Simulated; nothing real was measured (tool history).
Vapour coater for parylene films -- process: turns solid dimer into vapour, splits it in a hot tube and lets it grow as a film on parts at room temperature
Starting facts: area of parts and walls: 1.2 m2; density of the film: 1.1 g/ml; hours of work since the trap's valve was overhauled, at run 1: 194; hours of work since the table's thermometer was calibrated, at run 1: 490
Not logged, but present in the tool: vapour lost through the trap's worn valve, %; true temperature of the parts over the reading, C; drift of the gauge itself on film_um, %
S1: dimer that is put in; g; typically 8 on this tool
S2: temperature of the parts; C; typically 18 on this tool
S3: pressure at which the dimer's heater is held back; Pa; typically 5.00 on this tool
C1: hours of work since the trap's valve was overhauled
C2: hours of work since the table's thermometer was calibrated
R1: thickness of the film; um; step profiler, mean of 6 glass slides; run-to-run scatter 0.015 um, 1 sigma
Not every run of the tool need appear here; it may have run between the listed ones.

Run 1, hour 0.0: usual settings; C1 194; C2 490. Result: R1 4.62 um.
Run 2, hour 29.7: usual settings; C1 220; C2 516. Result: R1 4.63 um.
At hour 40.2: trap's valve overhauled.
Run 3, hour 54.0: usual settings; C1 12; C2 534. Result: R1 4.63 um.
Run 4, hour 77.4: usual settings but S3 3.65 Pa; C1 32; C2 554. Result: R1 4.77 um.
Run 5, hour 115.6: usual settings but S1 4 g; C1 66; C2 588. Result: R1 2.30 um.
Run 6, hour 135.2: usual settings but S1 4 g; C1 83; C2 605. Result: R1 2.32 um.
Run 7, hour 174.5: usual settings but S2 20 C; C1 117; C2 639. Result: R1 4.23 um.
Run 8, hour 206.2: usual settings but S2 20 C; C1 145; C2 667. Result: R1 4.20 um.
Run 9, hour 241.0: usual settings but S2 20 C; C1 175; C2 697. Result: R1 4.20 um.
Run 10, hour 260.7: usual settings but S2 17 C; C1 193; C2 714. Result: R1 4.86 um.
Run 11, hour 290.6: usual settings but S2 17 C; C1 219; C2 741. Result: R1 4.90 um.
At hour 302.8: trap's valve overhauled.
Run 12, hour 313.1: usual settings but S2 17 C; C1 9; C2 757. Result: R1 4.90 um.
Run 13, hour 354.2: usual settings but S2 17 C, S3 2.76 Pa; C1 45; C2 793. Result: R1 5.24 um.
Run 14, hour 381.2: usual settings but S2 17 C, S3 2.76 Pa; C1 68; C2 816. Result: R1 5.29 um.
Run 15, hour 399.0: usual settings; C1 84; C2 832. Result: R1 4.65 um.
Run 16, hour 430.0: usual settings; C1 111; C2 859. Result: R1 4.70 um.
Run 17, hour 453.8: usual settings; C1 132; C2 880. Result: R1 4.69 um.
Run 18, hour 490.9: usual settings; C1 164; C2 912. Result: R1 4.67 um.
Run 19, hour 526.4: usual settings; C1 195; C2 943. Result: R1 4.69 um.
Run 20, hour 552.8: usual settings but S3 3.31 Pa; C1 218; C2 966. Result: R1 4.96 um.
At hour 565.6: trap's valve overhauled.
At hour 566.6: table's thermometer calibrated.
Run 21, hour 579.9: usual settings but S1 10 g, S2 19 C, S3 8.27 Pa; C1 12; C2 12. Result: R1 5.28 um.
At hour 620.3: gauge calibrated.
Run 22, hour 622.8: usual settings but S1 10 g, S2 19 C, S3 8.27 Pa; C1 49; C2 49. Result: R1 5.17 um.
Run 23, hour 652.9: usual settings but S1 10 g, S2 19 C, S3 8.27 Pa; C1 75; C2 75. Result: R1 5.19 um.
Run 24, hour 672.0: usual settings but S1 11 g, S2 13 C, S3 2.08 Pa; C1 92; C2 92. Result: R1 8.20 um.
Run 25, hour 714.2: usual settings but S1 11 g, S2 13 C, S3 2.08 Pa; C1 129; C2 129. Result: R1 8.14 um.
Run 26, hour 733.9: usual settings but S1 5 g, S2 11 C, S3 2.43 Pa; C1 146; C2 146. Result: R1 3.72 um.
Run 27, hour 778.2: usual settings but S1 6 g, S2 17 C, S3 2.54 Pa; C1 185; C2 185. Result: R1 3.94 um.
Run 28, hour 804.8: usual settings but S2 28 C, S3 2.37 Pa; C1 208; C2 208. Result: R1 3.13 um.
At hour 829.9: trap's valve overhauled.
Run 29, hour 850.4: usual settings but S1 11 g, S2 25 C, S3 3.26 Pa; C1 18; C2 244. Result: R1 4.78 um.
Run 30, hour 892.1: usual settings but S1 6 g, S2 28 C, S3 7.38 Pa; C1 54; C2 281. Result: R1 2.07 um.
Run 31, hour 921.7: usual settings but S2 19 C, S3 9.51 Pa; C1 80; C2 307. Result: R1 4.14 um.
Run 32, hour 942.7: usual settings but S1 7 g, S2 26 C, S3 9.51 Pa; C1 99; C2 325. Result: R1 2.58 um.
Run 33, hour 975.5: usual settings but S1 4 g, S2 17 C, S3 8.60 Pa; C1 127; C2 354. Result: R1 2.29 um.
Run 34, hour 1006.2: usual settings but S2 15 C; C1 154; C2 380. Result: R1 5.42 um.
Run 35, hour 1033.1: usual settings but S2 15 C; C1 177; C2 404. Result: R1 5.44 um.
Run 36, hour 1065.8: usual settings but S2 15 C; C1 206; C2 433. Result: R1 5.39 um.
At hour 1094.0: trap's valve overhauled.
Run 37, hour 1095.6: usual settings but S2 27 C; C1 1; C2 455. Result: R1 3.07 um.
Run 38, hour 1138.0: usual settings but S2 27 C; C1 38; C2 492. Result: R1 3.07 um.
Run 39, hour 1181.0: usual settings but S2 27 C, S3 7.86 Pa; C1 76; C2 530. Result: R1 2.90 um.

Per-run results on a tool with no hidden state, each run keeping its own random variation:
run    R1
  1  4.62
  2  4.62
  3  4.62
  4  4.75
  5  2.29
  6  2.30
  7  4.20
  8  4.17
  9  4.16
 10  4.81
 11  4.85
 12  4.84
 13  5.16
 14  5.21
 15  4.58
 16  4.62
 17  4.60
 18  4.58
 19  4.60
 20  4.85
 21  5.17
 22  5.17
 23  5.18
 24  8.19
 25  8.12
 26  3.71
 27  3.92
 28  3.11
 29  4.74
 30  2.05
 31  4.09
 32  2.55
 33  2.26
 34  5.34
 35  5.35
 36  5.30
 37  3.02
 38  3.00
 39  2.84
